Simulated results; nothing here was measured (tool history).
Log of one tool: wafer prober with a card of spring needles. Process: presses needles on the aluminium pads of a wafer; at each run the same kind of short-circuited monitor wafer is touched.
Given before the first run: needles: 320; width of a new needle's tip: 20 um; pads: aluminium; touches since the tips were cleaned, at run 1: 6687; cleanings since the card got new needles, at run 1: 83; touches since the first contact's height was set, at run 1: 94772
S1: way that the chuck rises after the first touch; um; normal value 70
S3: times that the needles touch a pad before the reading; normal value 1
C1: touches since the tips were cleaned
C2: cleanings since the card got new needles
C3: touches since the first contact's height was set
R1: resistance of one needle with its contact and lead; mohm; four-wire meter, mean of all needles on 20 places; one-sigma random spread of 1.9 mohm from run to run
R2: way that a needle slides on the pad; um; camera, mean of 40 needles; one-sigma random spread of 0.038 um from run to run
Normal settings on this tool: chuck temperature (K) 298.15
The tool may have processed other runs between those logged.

Run 1, day 0: usual settings; C1 6687; C2 83; C3 94772. Result: R1 250 mohm, R2 17.32 um.
At day 0.229: tips cleaned on abrasive film.
At day 1.038: tips cleaned on abrasive film.
At day 1.854: tips cleaned on abrasive film.
Run 2, day 1.908: usual settings; C1 663; C2 86; C3 118398. Result: R1 221 mohm, R2 17.29 um.
At day 2.612: tips cleaned on abrasive film.
At day 3.321: tips cleaned on abrasive film.
Run 3, day 3.321: usual settings but S1 55 um; C1 0; C2 88; C3 135886. Result: R1 214 mohm, R2 13.51 um.
At day 4.092: tips cleaned on abrasive film.
At day 4.217: height of the first contact set anew.
Run 4, day 4.412: usual settings but S1 55 um; C1 3796; C2 89; C3 2400. Result: R1 258 mohm, R2 13.81 um.
At day 4.821: tips cleaned on abrasive film.
At day 5.521: tips cleaned on abrasive film.
At day 5.679: tips cleaned on abrasive film, once more.
Run 5, day 5.912: usual settings; C1 2892; C2 92; C3 20964. Result: R1 233 mohm, R2 17.53 um.
At day 6.475: tips cleaned on abrasive film.
Run 6, day 6.992: usual settings; C1 6439; C2 93; C3 34331. Result: R1 251 mohm, R2 17.42 um.
At day 7.212: tips cleaned on abrasive film.
At day 7.95: tips cleaned on abrasive film.
Run 7, day 8.638: usual settings; C1 8574; C2 95; C3 54745. Result: R1 260 mohm, R2 17.41 um.
At day 8.758: tips cleaned on abrasive film.
At day 9.546: tips cleaned on abrasive film.
Run 8, day 9.608: usual settings; C1 780; C2 97; C3 66756. Result: R1 221 mohm, R2 17.32 um.
At day 10.242: tips cleaned on abrasive film.
At day 10.95: tips cleaned on abrasive film.
Run 9, day 11.167: usual settings; C1 2681; C2 99; C3 86044. Result: R1 234 mohm, R2 17.32 um.
At day 11.692: tips cleaned on abrasive film.
At day 12.425: tips cleaned on abrasive film.
Run 10, day 12.904: usual settings; C1 5983; C2 101; C3 107597. Result: R1 249 mohm, R2 17.35 um.
At day 13.154: tips cleaned on abrasive film.
At day 13.867: tips cleaned on abrasive film.
At day 14.692: tips cleaned on abrasive film.
Run 11, day 14.817: usual settings; C1 1524; C2 104; C3 131259. Result: R1 225 mohm, R2 17.21 um.
At day 15.425: tips cleaned on abrasive film.
At day 16.025: height of the first contact set anew.
Run 12, day 16.062: usual settings; C1 7795; C2 105; C3 481. Result: R1 251 mohm, R2 17.58 um.
At day 16.204: tips cleaned on abrasive film.
At day 16.921: tips cleaned on abrasive film.
Run 13, day 17.342: usual settings; C1 5284; C2 107; C3 16318. Result: R1 246 mohm, R2 17.49 um.
At day 17.721: tips cleaned on abrasive film.
Run 14, day 18.408: usual settings; C1 8564; C2 108; C3 29548. Result: R1 255 mohm, R2 17.46 um.
At day 18.538: tips cleaned on abrasive film.
At day 19.267: tips cleaned on abrasive film.
At day 20.033: tips cleaned on abrasive film.
Run 15, day 20.112: usual settings; C1 998; C2 111; C3 50625. Result: R1 219 mohm, R2 17.44 um.
At day 20.829: tips cleaned on abrasive film.
Run 16, day 21.029: usual settings but S3 2; C1 2522; C2 112; C3 61999. Result: R1 223 mohm, R2 17.37 um.
At day 21.575: tips cleaned on abrasive film.
Run 17, day 22.204: usual settings but S1 58 um, chuck temperature (K) 375.15, S3 3; C1 7866; C2 113; C3 76588. Result: R1 251 mohm, R2 14.35 um.
At day 22.354: tips cleaned on abrasive film.
At day 23.129: tips cleaned on abrasive film.
At day 23.829: tips cleaned on abrasive film.
Run 18, day 23.829: usual settings but S1 87 um, chuck temperature (K) 375.15, S3 3; C1 0; C2 116; C3 96691. Result: R1 224 mohm, R2 21.56 um.
At day 24.596: tips cleaned on abrasive film.
Run 19, day 25.225: usual settings but S1 79 um, S3 2; C1 7860; C2 117; C3 114011. Result: R1 230 mohm, R2 19.58 um.
At day 25.392: tips cleaned on abrasive film.
At day 26.133: tips cleaned on abrasive film.
Run 20, day 26.567: usual settings but S1 79 um, S3 2; C1 5420; C2 119; C3 130638. Result: R1 226 mohm, R2 19.49 um.
At day 26.829: tips cleaned on abrasive film.
At day 27.604: tips cleaned on abrasive film.
At day 27.892: height of the first contact set anew.
Run 21, day 28.125: usual settings but S1 79 um, chuck temperature (K) 343.15, S3 2; C1 6325; C2 121; C3 2913. Result: R1 240 mohm, R2 19.79 um.
At day 28.396: tips cleaned on abrasive film.
Run 22, day 28.9: usual settings but S1 79 um, chuck temperature (K) 343.15, S3 2; C1 6323; C2 122; C3 12542. Result: R1 238 mohm, R2 19.74 um.
At day 29.142: tips cleaned on abrasive film.
At day 29.908: tips cleaned on abrasive film.
Run 23, day 29.908: usual settings but S1 86 um, chuck temperature (K) 343.15, S3 2; C1 0; C2 124; C3 24955. Result: R1 215 mohm, R2 21.53 um.
At day 30.692: tips cleaned on abrasive film.
Run 24, day 31.092: usual settings but S1 86 um, chuck temperature (K) 343.15, S3 2; C1 4971; C2 125; C3 39679. Result: R1 233 mohm, R2 21.48 um.
At day 31.404: tips cleaned on abrasive film.
Run 25, day 32.021: usual settings but S1 86 um, chuck temperature (K) 343.15, S3 2; C1 7692; C2 126; C3 51180. Result: R1 235 mohm, R2 21.46 um.
At day 32.196: tips cleaned on abrasive film.
At day 33.05: tips cleaned on abrasive film.
Run 26, day 33.246: usual settings but S1 86 um, chuck temperature (K) 343.15, S3 2; C1 2467; C2 128; C3 66356. Result: R1 225 mohm, R2 21.47 um.
At day 33.762: tips cleaned on abrasive film.
Run 27, day 34.4: usual settings but S1 86 um, chuck temperature (K) 343.15, S3 2; C1 7956; C2 129; C3 80692. Result: R1 234 mohm, R2 21.36 um.
At day 34.554: tips cleaned on abrasive film.
At day 35.375: tips cleaned on abrasive film.
At day 36.088: tips cleaned on abrasive film.
Run 28, day 36.208: usual settings but S1 86 um, chuck temperature (K) 300.15, S3 3; C1 1504; C2 132; C3 103057. Result: R1 215 mohm, R2 21.34 um.
At day 36.862: tips cleaned on abrasive film.
Run 29, day 37.483: usual settings but S1 79 um, chuck temperature (K) 302.15, S3 2; C1 7727; C2 133; C3 118881. Result: R1 234 mohm, R2 19.56 um.

What if the next run were any one of these 3? Each begins from the tool's condition after run 29:
At day 37.629: tips cleaned on abrasive film.
At day 38.462: tips cleaned on abrasive film.
Run A, day 38.854: usual settings but S1 79 um, chuck temperature (K) 373.15, S3 2; C1 4901; C2 135; C3 135891. Result: R1 ?, R2 ?.
At day 37.629: tips cleaned on abrasive film.
At day 38.462: tips cleaned on abrasive film.
Run B, day 38.854: usual settings but S1 75 um; C1 4901; C2 135; C3 135891. Result: R1 ?, R2 ?.
At day 37.629: tips cleaned on abrasive film.
At day 38.462: tips cleaned on abrasive film.
Run C, day 38.854: usual settings but chuck temperature (K) 301.15; C1 4901; C2 135; C3 135891. Result: R1 ?, R2 ?.

run   R1     R2
  A  241  19.55
  B  240  18.52
  C  249   17.3
With the hidden condition removed and each run's random variation left untouched, the same runs would have given:
run   R1     R2
  A  222  19.84
  B  203  18.81
  C  207  17.59

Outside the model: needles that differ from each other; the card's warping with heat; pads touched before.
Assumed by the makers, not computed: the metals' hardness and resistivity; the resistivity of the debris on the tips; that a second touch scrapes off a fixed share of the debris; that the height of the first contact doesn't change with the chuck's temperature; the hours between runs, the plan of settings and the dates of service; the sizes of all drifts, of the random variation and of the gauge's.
